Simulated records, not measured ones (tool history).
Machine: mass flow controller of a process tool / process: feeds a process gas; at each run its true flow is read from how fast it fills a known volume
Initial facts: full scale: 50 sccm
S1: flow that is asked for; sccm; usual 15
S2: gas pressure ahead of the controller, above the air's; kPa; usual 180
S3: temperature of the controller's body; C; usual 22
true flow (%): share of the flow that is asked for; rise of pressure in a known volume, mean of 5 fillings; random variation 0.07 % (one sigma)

run 1 day=0 | S1=15 S2=180 S3=22 | true_flow_(%)=99.7
run 2 day=19.312 | S1=15 S2=180 S3=22 | true_flow_(%)=99.74
run 3 day=38.608 | S1=15 S2=180 S3=22 | true_flow_(%)=99.93
run 4 day=52.104 | S1=15 S2=180 S3=22 | true_flow_(%)=99.89
run 5 day=69.05 | S1=15 S2=180 S3=22 | true_flow_(%)=100.04
run 6 day=82.233 | S1=15 S2=180 S3=22 | true_flow_(%)=100.14
run 7 day=91.521 | S1=15 S2=180 S3=22 | true_flow_(%)=100.16
run 8 day=100.654 | S1=15 S2=180 S3=22 | true_flow_(%)=100.2
run 9 day=115.338 | S1=6 S2=180 S3=22 | true_flow_(%)=104.39
run 10 day=133.608 | S1=15 S2=180 S3=22 | true_flow_(%)=100.39
run 11 day=152.171 | S1=15 S2=180 S3=22 | true_flow_(%)=100.58
run 12 day=171.779 | S1=15 S2=180 S3=22 | true_flow_(%)=100.53
run 13 day=185.896 | S1=15 S2=180 S3=22 | true_flow_(%)=100.52
run 14 day=197.746 | S1=15 S2=180 S3=22 | true_flow_(%)=100.8
-- day=199.408 controller's zero set anew
run 15 day=215.838 | S1=15 S2=180 S3=22 | true_flow_(%)=97.04
run 16 day=229.167 | S1=15 S2=180 S3=22 | true_flow_(%)=97.1
run 17 day=238.25 | S1=15 S2=180 S3=22 | true_flow_(%)=97.04
run 18 day=249.729 | S1=15 S2=180 S3=22 | true_flow_(%)=97.09
run 19 day=267.25 | S1=25 S2=180 S3=22 | true_flow_(%)=97.69
run 20 day=283.404 | S1=25 S2=180 S3=22 | true_flow_(%)=97.65
run 21 day=292.612 | S1=15 S2=180 S3=22 | true_flow_(%)=97.5
run 22 day=301.096 | S1=15 S2=180 S3=22 | true_flow_(%)=97.36
run 23 day=309.908 | S1=15 S2=180 S3=22 | true_flow_(%)=97.56
run 24 day=327.25 | S1=20 S2=180 S3=23 | true_flow_(%)=97.55
run 25 day=336.125 | S1=6 S2=267 S3=23 | true_flow_(%)=98.95
run 26 day=346.621 | S1=6 S2=267 S3=23 | true_flow_(%)=99.16
run 27 day=362.617 | S1=6 S2=267 S3=23 | true_flow_(%)=99.4

Predict the results of run 28:
run 28 day=381.242 | S1=29 S2=166 S3=35 | true_flow_(%)=?

true flow (%): 96.54
Without the tool's hidden state the same run would have given true flow (%) 97.25.
